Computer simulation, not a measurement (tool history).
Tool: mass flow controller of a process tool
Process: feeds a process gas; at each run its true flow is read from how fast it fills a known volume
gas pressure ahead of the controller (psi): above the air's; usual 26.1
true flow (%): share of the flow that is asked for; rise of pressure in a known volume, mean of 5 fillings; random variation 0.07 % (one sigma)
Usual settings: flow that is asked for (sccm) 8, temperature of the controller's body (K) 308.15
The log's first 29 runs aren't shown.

run	hour	flow that is asked for (sccm)	gas pressure ahead of the controller (psi)	temperature of the controller's body (K)	hours of work since the controller was set to zero	hours of work since the controller was changed	true flow (%)
30	4300.2	8	34.1	308.15	112	3129	99.12
31	4487	2	24.9	311.15	178	3195	99.14
32	4632.2	4	22.3	298.15	228	3245	100.13
33	4822.5	16	22.8	298.15	295	3312	101.13
34	5016.6	8	26.1	302.15	363	3380	100.14
35	5128.3	3	39.2	302.15	402	3419	99.78
36	5223.2	3	39.2	302.15	435	3452	99.93
37	5405.2	3	39.2	302.15	499	3516	99.93

Forecast each of these 5 alternatives for the next run:
A	5574.6	8	22	296.15	558	3575	?
B	5574.6	3	24.9	302.15	558	3575	?
C	5574.6	8	20.6	308.15	558	3575	?
D	5574.6	6	37.3	302.15	558	3575	?
E	5574.6	6	22	298.15	558	3575	?

run	true flow (%)
A	100.82
B	100.62
C	100.1
D	99.93
E	100.75
Without the tool's hidden state the same runs would have given:
run	true flow (%)
A	99.13
B	98.26
C	98.41
D	98.1
E	98.93
